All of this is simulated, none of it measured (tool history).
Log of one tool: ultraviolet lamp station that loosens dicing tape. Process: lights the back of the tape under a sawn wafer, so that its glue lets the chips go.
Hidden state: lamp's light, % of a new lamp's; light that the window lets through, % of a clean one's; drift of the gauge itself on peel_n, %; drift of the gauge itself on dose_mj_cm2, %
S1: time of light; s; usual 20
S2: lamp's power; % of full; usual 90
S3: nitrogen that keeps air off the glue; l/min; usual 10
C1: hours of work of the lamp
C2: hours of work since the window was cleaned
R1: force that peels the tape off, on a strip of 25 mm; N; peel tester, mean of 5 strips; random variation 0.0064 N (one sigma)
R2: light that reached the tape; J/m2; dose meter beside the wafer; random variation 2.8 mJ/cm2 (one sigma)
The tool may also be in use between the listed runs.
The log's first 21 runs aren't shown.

{"run": 22, "hour": 1100.4, "S1": 11, "S2": 90, "S3": 10, "C1": 1899, "C2": 205, "R1": 1.947, "R2": 1170}
{"run": 23, "hour": 1153.5, "S1": 20, "S2": 62, "S3": 8, "C1": 1932, "C2": 238, "R1": 1.617, "R2": 1440}
{"hour": 1177.9, "done": "lamp changed"}
{"run": 24, "hour": 1187.2, "S1": 32, "S2": 82, "S3": 5, "C1": 6, "C2": 258, "R1": 0.154, "R2": 5160}
{"run": 25, "hour": 1249.2, "S1": 30, "S2": 90, "S3": 10, "C1": 45, "C2": 297, "R1": 0.12, "R2": 5220}
{"run": 26, "hour": 1293.0, "S1": 32, "S2": 90, "S3": 20, "C1": 72, "C2": 325, "R1": 0.121, "R2": 5460}
{"run": 27, "hour": 1347.7, "S1": 34, "S2": 78, "S3": 10, "C1": 107, "C2": 359, "R1": 0.13, "R2": 4980}
{"run": 28, "hour": 1401.3, "S1": 36, "S2": 78, "S3": 8, "C1": 140, "C2": 393, "R1": 0.129, "R2": 5200}
{"run": 29, "hour": 1465.4, "S1": 36, "S2": 78, "S3": 8, "C1": 181, "C2": 433, "R1": 0.134, "R2": 5120}
{"run": 30, "hour": 1525.2, "S1": 32, "S2": 61, "S3": 4, "C1": 218, "C2": 471, "R1": 0.416, "R2": 3510}
{"run": 31, "hour": 1594.1, "S1": 32, "S2": 66, "S3": 5, "C1": 262, "C2": 514, "R1": 0.307, "R2": 3710}
{"run": 32, "hour": 1641.6, "S1": 32, "S2": 77, "S3": 7, "C1": 291, "C2": 544, "R1": 0.186, "R2": 4240}
{"hour": 1698.2, "done": "window cleaned of glue's vapour"}
{"run": 33, "hour": 1699.2, "S1": 32, "S2": 77, "S3": 7, "C1": 327, "C2": 1, "R1": 0.146, "R2": 4740}
{"run": 34, "hour": 1745.6, "S1": 32, "S2": 77, "S3": 7, "C1": 356, "C2": 30, "R1": 0.169, "R2": 4690}

3 ways to go on from here, each from the tool as it stands after run 34. What would each give?
{"run": "A", "hour": 1784.8, "S1": 20, "S2": 78, "S3": 10, "C1": 381, "C2": 54, "R1": "?", "R2": "?"}
{"run": "B", "hour": 1784.8, "S1": 19, "S2": 90, "S3": 9, "C1": 381, "C2": 54, "R1": "?", "R2": "?"}
{"run": "C", "hour": 1784.8, "S1": 12, "S2": 64, "S3": 14, "C1": 381, "C2": 54, "R1": "?", "R2": "?"}

run=A R1=0.357 R2=2960
run=B R1=0.322 R2=3200
run=C R1=1.313 R2=1400
Without the tool's hidden state the same runs would have given:
run=A R1=0.272 R2=3330
run=B R1=0.248 R2=3600
run=C R1=1.081 R2=1580
